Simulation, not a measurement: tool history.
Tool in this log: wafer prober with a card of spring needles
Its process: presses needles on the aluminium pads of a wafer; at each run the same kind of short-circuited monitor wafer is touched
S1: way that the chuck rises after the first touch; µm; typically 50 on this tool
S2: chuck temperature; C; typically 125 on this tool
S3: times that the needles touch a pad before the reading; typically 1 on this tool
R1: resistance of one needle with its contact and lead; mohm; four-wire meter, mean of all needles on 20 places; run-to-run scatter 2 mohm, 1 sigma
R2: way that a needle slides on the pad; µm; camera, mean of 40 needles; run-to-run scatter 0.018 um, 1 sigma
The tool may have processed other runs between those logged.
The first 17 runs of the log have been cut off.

At hour 551.3: tips cleaned on abrasive film.
Run 18, hour 569.0: usual settings but S1 31 µm. Result: R1 927 mohm, R2 5.64 µm.
At hour 577.1: tips cleaned on abrasive film.
At hour 600.6: tips cleaned on abrasive film.
Run 19, hour 608.2: usual settings but S1 65 µm, S2 48 C. Result: R1 312 mohm, R2 11.82 µm.
At hour 625.3: tips cleaned on abrasive film.
At hour 649.0: tips cleaned on abrasive film.
Run 20, hour 649.0: usual settings but S1 42 µm, S2 105 C, S3 2. Result: R1 246 mohm, R2 7.58 µm.
Run 21, hour 670.9: usual settings but S1 54 µm, S2 105 C. Result: R1 476 mohm, R2 9.77 µm.
At hour 673.6: tips cleaned on abrasive film.
At hour 699.2: tips cleaned on abrasive film.
Run 22, hour 708.9: usual settings but S1 43 µm. Result: R1 510 mohm, R2 7.74 µm.
At hour 724.6: tips cleaned on abrasive film.
Run 23, hour 737.0: usual settings but S1 43 µm. Result: R1 567 mohm, R2 7.72 µm.
At hour 750.1: tips cleaned on abrasive film.
At hour 757.9: height of the first contact set anew.
At hour 773.6: tips cleaned on abrasive film.
Run 24, hour 776.0: usual settings but S1 60 µm. Result: R1 280 mohm, R2 11.00 µm.
At hour 798.0: tips cleaned on abrasive film.
Run 25, hour 807.1: usual settings but S1 60 µm. Result: R1 359 mohm, R2 10.97 µm.
At hour 823.2: tips cleaned on abrasive film.
Run 26, hour 841.9: usual settings but S1 60 µm. Result: R1 412 mohm, R2 10.96 µm.
At hour 847.5: tips cleaned on abrasive film.
At hour 871.3: tips cleaned on abrasive film.
Run 27, hour 886.1: usual settings but S1 44 µm, S2 67 C, S3 2. Result: R1 444 mohm, R2 8.00 µm.
At hour 896.1: tips cleaned on abrasive film.
At hour 920.3: tips cleaned on abrasive film.
Run 28, hour 934.5: usual settings but S1 36 µm, S2 44 C. Result: R1 750 mohm, R2 6.52 µm.
At hour 946.1: tips cleaned on abrasive film.
Run 29, hour 964.2: usual settings but S1 65 µm, S2 33 C. Result: R1 379 mohm, R2 11.84 µm.
At hour 969.7: tips cleaned on abrasive film.
Run 30, hour 983.8: usual settings but S3 2. Result: R1 376 mohm, R2 9.07 µm.

Forecast each of these 4 alternatives for the next run:
At hour 993.3: tips cleaned on abrasive film.
At hour 1019.8: tips cleaned on abrasive film.
Run A, hour 1031.7: usual settings. Result: R1 ?, R2 ?.
At hour 993.3: tips cleaned on abrasive film.
At hour 1019.8: tips cleaned on abrasive film.
Run B, hour 1031.7: usual settings but S1 38 µm, S2 58 C. Result: R1 ?, R2 ?.
At hour 993.3: tips cleaned on abrasive film.
At hour 1019.8: tips cleaned on abrasive film.
Run C, hour 1031.7: usual settings but S1 34 µm, S3 2. Result: R1 ?, R2 ?.
At hour 993.3: tips cleaned on abrasive film.
At hour 1019.8: tips cleaned on abrasive film.
Run D, hour 1031.7: usual settings. Result: R1 ?, R2 ?.

run   R1    R2
  A  482  9.02
  B  712  6.81
  C  586  6.10
  D  478  9.02
Stripped of hidden state, with their random variation kept, the same runs would have yielded:
run   R1    R2
  A  222  9.17
  B  218  6.97
  C  246  6.25
  D  219  9.18
